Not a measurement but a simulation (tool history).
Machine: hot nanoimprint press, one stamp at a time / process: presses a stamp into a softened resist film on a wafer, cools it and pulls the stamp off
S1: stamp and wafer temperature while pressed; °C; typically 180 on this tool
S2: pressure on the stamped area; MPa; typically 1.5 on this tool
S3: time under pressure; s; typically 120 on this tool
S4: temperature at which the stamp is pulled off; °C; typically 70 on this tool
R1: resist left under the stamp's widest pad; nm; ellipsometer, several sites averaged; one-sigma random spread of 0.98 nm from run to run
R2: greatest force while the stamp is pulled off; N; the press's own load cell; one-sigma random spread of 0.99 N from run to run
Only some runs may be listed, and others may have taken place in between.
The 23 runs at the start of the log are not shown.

| run | hour | S1 | S2 | S3 | S4 | R1 | R2 |
|---|---|---|---|---|---|---|---|
| 24 | 314.6 | 180 | 2.27 | 115 | 72 | 172.3 | 213.7 |
|  | 327.4 | stamp cleaned and given a new release coat |
| 25 | 337 | 180 | 2.27 | 115 | 72 | 170.9 | 210.7 |
| 26 | 346.6 | 181 | 1.7 | 120 | 70 | 186.4 | 216.5 |
| 27 | 355.1 | 181 | 1.65 | 120 | 70 | 189.4 | 214.9 |
| 28 | 365.2 | 181 | 2.28 | 120 | 70 | 161.7 | 216 |
| 29 | 375.1 | 178 | 2.28 | 120 | 70 | 181.5 | 214.3 |
| 30 | 387.7 | 169 | 1.99 | 98 | 75 | 294 | 207 |
| 31 | 396.6 | 169 | 1.14 | 98 | 58 | 353.6 | 235.4 |

3 options for the next run, each taken on its own from the tool as it stands now. Forecast them:
| A | 403.8 | 191 | 1.5 | 120 | 66 | ? | ? |
| B | 403.8 | 180 | 1.24 | 75 | 66 | ? | ? |
| C | 403.8 | 169 | 1.14 | 144 | 61 | ? | ? |

| run | R1 | R2 |
|---|---|---|
| A | 138.4 | 221.6 |
| B | 266.5 | 221.6 |
| C | 321.9 | 230.7 |
Without the tool's hidden state the same runs would have given:
| run | R1 | R2 |
|---|---|---|
| A | 138.8 | 224.7 |
| B | 267.1 | 224.6 |
| C | 322.6 | 233.9 |

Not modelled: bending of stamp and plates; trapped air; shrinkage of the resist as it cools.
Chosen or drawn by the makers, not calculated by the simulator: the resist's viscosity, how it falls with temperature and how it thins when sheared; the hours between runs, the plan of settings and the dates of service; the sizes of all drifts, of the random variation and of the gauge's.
